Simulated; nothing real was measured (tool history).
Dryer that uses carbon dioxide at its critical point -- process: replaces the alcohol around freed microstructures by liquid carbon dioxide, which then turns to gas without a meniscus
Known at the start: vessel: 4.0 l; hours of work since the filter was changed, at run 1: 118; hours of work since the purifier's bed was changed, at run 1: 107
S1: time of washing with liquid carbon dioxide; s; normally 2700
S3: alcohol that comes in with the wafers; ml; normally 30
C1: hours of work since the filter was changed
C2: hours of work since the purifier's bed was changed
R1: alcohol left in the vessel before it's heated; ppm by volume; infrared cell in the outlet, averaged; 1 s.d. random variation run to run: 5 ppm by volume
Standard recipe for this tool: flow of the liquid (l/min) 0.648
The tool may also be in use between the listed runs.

run 1 hour=0.0 | S1=2700 flow_of_the_liquid_(l/min)=0.648 S3=30 | C1=118 C2=107 | R1=89
run 2 hour=6.4 | S1=2700 flow_of_the_liquid_(l/min)=0.648 S3=30 | C1=121 C2=110 | R1=85
run 3 hour=16.3 | S1=2700 flow_of_the_liquid_(l/min)=0.648 S3=30 | C1=125 C2=114 | R1=89
run 4 hour=24.3 | S1=2700 flow_of_the_liquid_(l/min)=0.648 S3=30 | C1=129 C2=118 | R1=91
run 5 hour=34.5 | S1=2700 flow_of_the_liquid_(l/min)=0.648 S3=30 | C1=133 C2=122 | R1=90
run 6 hour=41.3 | S1=2700 flow_of_the_liquid_(l/min)=0.648 S3=30 | C1=136 C2=125 | R1=95
run 7 hour=50.6 | S1=2700 flow_of_the_liquid_(l/min)=0.648 S3=30 | C1=140 C2=129 | R1=94
run 8 hour=60.4 | S1=2700 flow_of_the_liquid_(l/min)=0.648 S3=30 | C1=144 C2=133 | R1=99
run 9 hour=65.8 | S1=2700 flow_of_the_liquid_(l/min)=0.648 S3=30 | C1=147 C2=135 | R1=102
run 10 hour=75.6 | S1=2700 flow_of_the_liquid_(l/min)=0.648 S3=30 | C1=151 C2=139 | R1=102
run 11 hour=79.8 | S1=2700 flow_of_the_liquid_(l/min)=0.576 S3=30 | C1=153 C2=141 | R1=145
run 12 hour=89.8 | S1=2700 flow_of_the_liquid_(l/min)=0.576 S3=30 | C1=157 C2=145 | R1=155
run 13 hour=95.7 | S1=2700 flow_of_the_liquid_(l/min)=0.648 S3=30 | C1=159 C2=148 | R1=115
run 14 hour=103.3 | S1=2700 flow_of_the_liquid_(l/min)=0.648 S3=30 | C1=163 C2=151 | R1=114
run 15 hour=113.2 | S1=2700 flow_of_the_liquid_(l/min)=0.648 S3=30 | C1=167 C2=155 | R1=108
run 16 hour=117.7 | S1=2700 flow_of_the_liquid_(l/min)=0.648 S3=30 | C1=169 C2=157 | R1=104
run 17 hour=122.8 | S1=2700 flow_of_the_liquid_(l/min)=0.648 S3=30 | C1=171 C2=160 | R1=114
run 18 hour=128.3 | S1=2700 flow_of_the_liquid_(l/min)=0.648 S3=38 | C1=173 C2=162 | R1=128
run 19 hour=132.8 | S1=2700 flow_of_the_liquid_(l/min)=0.648 S3=38 | C1=175 C2=164 | R1=143
run 20 hour=139.2 | S1=2700 flow_of_the_liquid_(l/min)=0.648 S3=38 | C1=178 C2=167 | R1=128
run 21 hour=146.3 | S1=3780 flow_of_the_liquid_(l/min)=0.648 S3=38 | C1=181 C2=170 | R1=72
run 22 hour=154.2 | S1=3780 flow_of_the_liquid_(l/min)=0.648 S3=38 | C1=184 C2=173 | R1=70
run 23 hour=162.2 | S1=1740 flow_of_the_liquid_(l/min)=0.648 S3=30 | C1=188 C2=176 | R1=407
run 24 hour=171.0 | S1=2700 flow_of_the_liquid_(l/min)=0.543 S3=30 | C1=192 C2=180 | R1=211
run 25 hour=179.6 | S1=1800 flow_of_the_liquid_(l/min)=0.543 S3=30 | C1=195 C2=184 | R1=610
run 26 hour=188.4 | S1=3720 flow_of_the_liquid_(l/min)=0.395 S3=66 | C1=199 C2=188 | R1=404
run 27 hour=195.4 | S1=2700 flow_of_the_liquid_(l/min)=0.597 S3=30 | C1=202 C2=191 | R1=158
run 28 hour=201.7 | S1=2700 flow_of_the_liquid_(l/min)=0.597 S3=30 | C1=205 C2=193 | R1=163
run 29 hour=207.7 | S1=2700 flow_of_the_liquid_(l/min)=0.404 S3=112 | C1=207 C2=196 | R1=1770
run 30 hour=217.2 | S1=3060 flow_of_the_liquid_(l/min)=0.404 S3=98 | C1=211 C2=200 | R1=1056
run 31 hour=226.0 | S1=2100 flow_of_the_liquid_(l/min)=0.512 S3=30 | C1=215 C2=204 | R1=509
run 32 hour=233.7 | S1=2520 flow_of_the_liquid_(l/min)=0.720 S3=21 | C1=218 C2=207 | R1=103
run 33 hour=242.6 | S1=1800 flow_of_the_liquid_(l/min)=0.648 S3=88 | C1=222 C2=211 | R1=1106
run 34 hour=250.5 | S1=1860 flow_of_the_liquid_(l/min)=0.856 S3=113 | C1=226 C2=214 | R1=460
run 35 hour=259.2 | S1=1860 flow_of_the_liquid_(l/min)=0.856 S3=113 | C1=229 C2=218 | R1=455
run 36 hour=264.3 | S1=2700 flow_of_the_liquid_(l/min)=0.648 S3=109 | C1=231 C2=220 | R1=339
run 37 hour=274.4 | S1=2700 flow_of_the_liquid_(l/min)=0.812 S3=30 | C1=236 C2=224 | R1=96
run 38 hour=282.7 | S1=2460 flow_of_the_liquid_(l/min)=0.812 S3=84 | C1=239 C2=228 | R1=178
run 39 hour=288.7 | S1=3720 flow_of_the_liquid_(l/min)=0.648 S3=30 | C1=242 C2=231 | R1=88
run 40 hour=293.5 | S1=3300 flow_of_the_liquid_(l/min)=0.648 S3=30 | C1=244 C2=233 | R1=102
run 41 hour=303.6 | S1=2880 flow_of_the_liquid_(l/min)=0.648 S3=30 | C1=248 C2=237 | R1=139
run 42 hour=312.4 | S1=2700 flow_of_the_liquid_(l/min)=0.648 S3=80 | C1=252 C2=241 | R1=285
run 43 hour=317.6 | S1=2580 flow_of_the_liquid_(l/min)=1.017 S3=92 | C1=254 C2=243 | R1=92
run 44 hour=324.3 | S1=1680 flow_of_the_liquid_(l/min)=0.732 S3=30 | C1=257 C2=246 | R1=392
run 45 hour=332.1 | S1=2700 flow_of_the_liquid_(l/min)=0.648 S3=20 | C1=260 C2=249 | R1=136
-- hour=335.2 inlet filter changed
run 46 hour=342.2 | S1=2700 flow_of_the_liquid_(l/min)=0.648 S3=20 | C1=3 C2=253 | R1=103

Take each entry between the runs: how does the hidden state at the last listed run before it differ from the hidden state at the first listed run after it?
Logged between run 45 and run 46: inlet filter changed (hour 335.2)
  flow that reaches the vessel past the clogged filter, %: 84.7 -> 99.7; alcohol in the recycled carbon dioxide, ppm: 74 -> 75.2
  what was measured, less what the result would be without the hidden state, R1: +104 -> +71 ppm by volume

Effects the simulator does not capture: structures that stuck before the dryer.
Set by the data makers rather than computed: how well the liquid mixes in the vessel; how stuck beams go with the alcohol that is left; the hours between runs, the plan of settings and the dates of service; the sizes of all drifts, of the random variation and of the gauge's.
